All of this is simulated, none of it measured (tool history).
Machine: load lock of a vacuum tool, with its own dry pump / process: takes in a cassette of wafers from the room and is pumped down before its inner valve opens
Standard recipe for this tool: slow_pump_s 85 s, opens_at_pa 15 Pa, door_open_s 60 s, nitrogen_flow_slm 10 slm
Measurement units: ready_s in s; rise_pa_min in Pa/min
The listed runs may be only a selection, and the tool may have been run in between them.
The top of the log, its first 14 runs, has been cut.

run	day	slow_pump_s	opens_at_pa	door_open_s	nitrogen_flow_slm	hours that the pump has run since its overhaul	times that the door has closed on its seal	incoming humidity of the room's air, %	ready_s	rise_pa_min
15	121.992	85	15	60	19	3951	36951	46	140	0.035
# day 126.492: door's seal changed, seat wiped
16	129.825	85	15	60	10	4137	288	44.7	138.5	0.043
17	137.729	85	15	60	10	4327	971	49	137.9	0.04
18	142.95	85	15	60	10	4452	1422	48.1	137.1	0.044
19	150.242	85	15	60	10	4627	2052	47.3	139.4	0.042
20	158.933	85	15	60	7	4836	2802	47.3	137.2	0.052
21	164.542	85	15	56	6	4971	3287	45.9	137.9	0.04
22	172.6	43	12	113	6	5164	3983	44.2	102.8	0.068
23	180.367	98	16	54	4	5350	4654	46.7	151	0.053
24	186.762	85	12	60	10	5504	5206	43.9	138.5	0.041
25	192.858	85	12	60	8	5650	5733	45	138.9	0.04
26	201.412	85	13	30	6	5856	6472	41.1	140.1	0.031
27	208.95	85	21	137	10	6036	7123	48.6	135.1	0.081
28	213.842	46	10	189	33	6154	7545	45.1	105.8	0.048
29	222.317	46	10	189	33	6357	8278	46.4	105.9	0.06
30	232.442	46	10	189	33	6600	9152	44.9	105.9	0.056
31	242.275	46	10	189	33	6836	10001	44.2	107.6	0.058
32	247.421	46	10	189	33	6960	10446	45.5	107.1	0.055
33	255.85	85	20	130	5	7162	11174	44.8	136	0.086
34	261.067	85	20	130	5	7287	11625	44.9	136.9	0.082
35	269.017	85	11	212	23	7478	12312	45.6	140.8	0.075
36	279.267	85	11	212	23	7724	13197	42.3	140.1	0.069

Forecast each of these 3 alternatives for the next run:
A	284.375	85	12	212	23	7847	13638	50.6	?	?
B	284.375	85	12	212	23	7847	13638	44.4	?	?
C	284.375	85	10	42	14	7847	13638	46.6	?	?

run	ready_s	rise_pa_min
A	140.2	0.082
B	139	0.072
C	140.8	0.029
Without the tool's hidden state the same runs would have given:
run	ready_s	rise_pa_min
A	140.2	0.081
B	139	0.071
C	140.8	0.028
